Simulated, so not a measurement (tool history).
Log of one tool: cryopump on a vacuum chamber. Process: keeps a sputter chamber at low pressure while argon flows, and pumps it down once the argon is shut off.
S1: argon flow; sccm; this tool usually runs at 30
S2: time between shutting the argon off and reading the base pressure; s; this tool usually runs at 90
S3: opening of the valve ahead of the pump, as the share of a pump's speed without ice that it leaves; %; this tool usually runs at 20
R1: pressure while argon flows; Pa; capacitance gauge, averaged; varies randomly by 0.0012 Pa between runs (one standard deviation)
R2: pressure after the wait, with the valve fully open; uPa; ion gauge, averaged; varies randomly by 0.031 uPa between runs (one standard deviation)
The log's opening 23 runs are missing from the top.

run,hour,S1,S2,S3,R1,R2
24,988.6,28,143,20,0.2663,5.69
25,1018.3,59,199,20,0.5600,5.65
26,1056.0,59,199,20,0.5641,5.77
27,1115.7,59,199,20,0.5646,5.89
28,1158.3,59,199,20,0.5644,5.98
29,1200.8,15,20,50,0.0621,11.42
# hour 1251.8: leaking fittings of the chamber tightened, without venting
30,1257.7,52,90,20,0.5004,1.78
# hour 1266.9: pump warmed up, emptied and cooled again
31,1312.9,25,172,20,0.2313,1.11
32,1341.8,14,31,36,0.0719,4.27
33,1372.7,52,283,28,0.3437,0.91

Predict each of these 5 candidate next runs independently; none follows another, all start after run 33:
A,1406.8,15,283,28,?,?
B,1406.8,52,34,43,?,?
C,1406.8,13,90,16,?,?
D,1406.8,30,26,33,?,?
E,1406.8,44,90,20,?,?

run,R1,R2
A,0.0999,0.97
B,0.2255,3.94
C,0.1508,1.80
D,0.1679,4.96
E,0.4061,1.79
Without the tool's hidden state the same runs would have given:
run,R1,R2
A,0.0987,0.75
B,0.2214,3.72
C,0.1497,1.58
D,0.1655,4.74
E,0.4026,1.57
